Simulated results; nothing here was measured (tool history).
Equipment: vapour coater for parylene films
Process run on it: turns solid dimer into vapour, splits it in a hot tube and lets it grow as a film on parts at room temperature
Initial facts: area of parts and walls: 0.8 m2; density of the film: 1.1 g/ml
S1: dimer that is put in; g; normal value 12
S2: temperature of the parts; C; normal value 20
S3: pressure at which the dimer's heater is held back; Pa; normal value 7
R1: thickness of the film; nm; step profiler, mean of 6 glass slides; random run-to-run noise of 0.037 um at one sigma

run     day  S1  S2    S3     R1
  1       0  12  20     7   8430
  2   1.454  12  20     7   8400
  3   3.238  12  20     7   8390
  4   4.029  19  20     7  13260
      4.583  -- trap's valve overhauled
  5   5.517  19  20     7  12900
  6   6.629  19  20     7  12770
  7   7.821  12  25  4.68   7100
  8   9.267   5  23  2.74   3600
  9  11.062   6  22  2.68   4510
 10  12.021   6  22  2.68   4490
 11   13.65   6  22  2.68   4470
     14.683  -- trap's valve overhauled, once more
 12  15.338  12  28     7   6250

Here are 5 independent what-if runs from the current tool condition. What would each one return?
  A  16.142  20  28     7   ?
  B  16.142  12  15  5.53   ?
  C  16.142  12  13  7.85   ?
  D  16.142  12  13     7   ?
  E  16.142  12  20     7   ?

run     R1
  A  10470
  B  11570
  C  11710
  D  11800
  E   8870
Had the tool no hidden state, the same runs would have come out as:
run     R1
  A  10260
  B  11340
  C  11470
  D  11560
  E   8700
